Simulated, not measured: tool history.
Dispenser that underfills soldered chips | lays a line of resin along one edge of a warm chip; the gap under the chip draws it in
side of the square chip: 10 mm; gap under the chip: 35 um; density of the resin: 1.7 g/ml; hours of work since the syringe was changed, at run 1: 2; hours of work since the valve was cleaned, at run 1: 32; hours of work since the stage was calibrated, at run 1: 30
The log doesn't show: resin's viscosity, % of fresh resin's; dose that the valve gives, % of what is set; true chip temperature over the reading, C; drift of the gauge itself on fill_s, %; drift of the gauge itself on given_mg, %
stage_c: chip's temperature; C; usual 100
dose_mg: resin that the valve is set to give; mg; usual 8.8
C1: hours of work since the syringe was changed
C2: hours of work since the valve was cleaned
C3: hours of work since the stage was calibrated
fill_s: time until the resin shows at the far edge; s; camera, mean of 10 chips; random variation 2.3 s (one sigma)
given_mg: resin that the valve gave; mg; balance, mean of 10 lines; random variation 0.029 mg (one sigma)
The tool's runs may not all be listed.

Run 1, hour 0: usual settings; C1 2; C2 32; C3 30. Result: fill_s 240 s, given_mg 8.72 mg.
Run 2, hour 5.3: usual settings; C1 5; C2 35; C3 33. Result: fill_s 285.3 s, given_mg 8.7 mg.
At hour 10.7: new syringe of resin.
Run 3, hour 12.8: usual settings; C1 1; C2 40; C3 38. Result: fill_s 242.2 s, given_mg 8.64 mg.
Run 4, hour 17.6: usual settings; C1 4; C2 43; C3 41. Result: fill_s 279.7 s, given_mg 8.65 mg.
At hour 19.4: dispensing valve cleaned and set on the balance.
At hour 25: new syringe of resin.
Run 5, hour 25.7: usual settings; C1 0; C2 4; C3 45. Result: fill_s 227.7 s, given_mg 8.8 mg.
Run 6, hour 33.8: usual settings; C1 6; C2 9; C3 50. Result: fill_s 287.7 s, given_mg 8.72 mg.
At hour 38.8: new syringe of resin.
Run 7, hour 42.8: usual settings but dose_mg 9.89 mg; C1 3; C2 15; C3 56. Result: fill_s 244.2 s, given_mg 9.84 mg.
Run 8, hour 48.6: usual settings but stage_c 99 C, dose_mg 9.29 mg; C1 6; C2 18; C3 60. Result: fill_s 299.2 s, given_mg 9.16 mg.
At hour 52.3: new syringe of resin.
Run 9, hour 60.2: usual settings but stage_c 95 C, dose_mg 7.5 mg; C1 5; C2 26; C3 67. Result: fill_s 331.3 s, given_mg 7.37 mg.
At hour 65.4: new syringe of resin.
Run 10, hour 70.1: usual settings but stage_c 108 C, dose_mg 9.96 mg; C1 3; C2 32; C3 73. Result: fill_s 202.6 s, given_mg 9.8 mg.
Run 11, hour 76.2: usual settings but stage_c 108 C, dose_mg 9.96 mg; C1 7; C2 36; C3 77. Result: fill_s 243.7 s, given_mg 9.77 mg.
At hour 78.9: new syringe of resin.
Run 12, hour 83.7: usual settings but dose_mg 9.59 mg; C1 3; C2 40; C3 82. Result: fill_s 261.6 s, given_mg 9.42 mg.
At hour 89.9: dispensing valve cleaned and set on the balance.
At hour 93.3: new syringe of resin.
Run 13, hour 94: usual settings but dose_mg 11.26 mg; C1 0; C2 2; C3 87. Result: fill_s 221.6 s, given_mg 11.29 mg.

Hidden state at the last listed run before each entry between runs and at the first one after, where it differs:
Between runs 2 and 3: new syringe of resin (hour 10.7)
  resin's viscosity, % of fresh resin's: 123.4 -> 106.5; dose that the valve gives, % of what is set: 98.83 -> 98.57; true chip temperature over the reading, C: 0.31 -> 0.35
  measured less the result without the state, fill_s: +52.4 -> +13 s; given_mg: -0.1 -> -0.13 mg
Between runs 4 and 5: dispensing valve cleaned and set on the balance (hour 19.4); new syringe of resin (hour 25)
  resin's viscosity, % of fresh resin's: 121.5 -> 100.7; dose that the valve gives, % of what is set: 98.42 -> 99.76; true chip temperature over the reading, C: 0.37 -> 0.4
  measured less the result without the state, fill_s: +47.7 -> -1 s; given_mg: -0.14 -> -0.02 mg
Between runs 6 and 7: new syringe of resin (hour 38.8)
  resin's viscosity, % of fresh resin's: 125.8 -> 110.3; dose that the valve gives, % of what is set: 99.5 -> 99.22; true chip temperature over the reading, C: 0.44 -> 0.48
  measured less the result without the state, fill_s: +56.3 -> +19.9 s; given_mg: -0.05 -> -0.08 mg
Between runs 8 and 9: new syringe of resin (hour 52.3)
  resin's viscosity, % of fresh resin's: 129.8 -> 122.6; dose that the valve gives, % of what is set: 99.02 -> 98.63; true chip temperature over the reading, C: 0.51 -> 0.56
  measured less the result without the state, fill_s: +65.7 -> +57.9 s; given_mg: -0.09 -> -0.11 mg
Between runs 9 and 10: new syringe of resin (hour 65.4)
  resin's viscosity, % of fresh resin's: 122.6 -> 115.7; dose that the valve gives, % of what is set: 98.63 -> 98.35; true chip temperature over the reading, C: 0.56 -> 0.61
  measured less the result without the state, fill_s: +57.9 -> +24.7 s; given_mg: -0.11 -> -0.16 mg
Between runs 11 and 12: new syringe of resin (hour 78.9)
  resin's viscosity, % of fresh resin's: 137.1 -> 115.9; dose that the valve gives, % of what is set: 98.16 -> 97.92; true chip temperature over the reading, C: 0.64 -> 0.68
  measured less the result without the state, fill_s: +63 -> +32 s; given_mg: -0.18 -> -0.2 mg
Between runs 12 and 13: dispensing valve cleaned and set on the balance (hour 89.9); new syringe of resin (hour 93.3)
  resin's viscosity, % of fresh resin's: 115.9 -> 101.8; dose that the valve gives, % of what is set: 97.92 -> 99.94; true chip temperature over the reading, C: 0.68 -> 0.72
  measured less the result without the state, fill_s: +32 -> -0.7 s; given_mg: -0.2 -> +0 mg

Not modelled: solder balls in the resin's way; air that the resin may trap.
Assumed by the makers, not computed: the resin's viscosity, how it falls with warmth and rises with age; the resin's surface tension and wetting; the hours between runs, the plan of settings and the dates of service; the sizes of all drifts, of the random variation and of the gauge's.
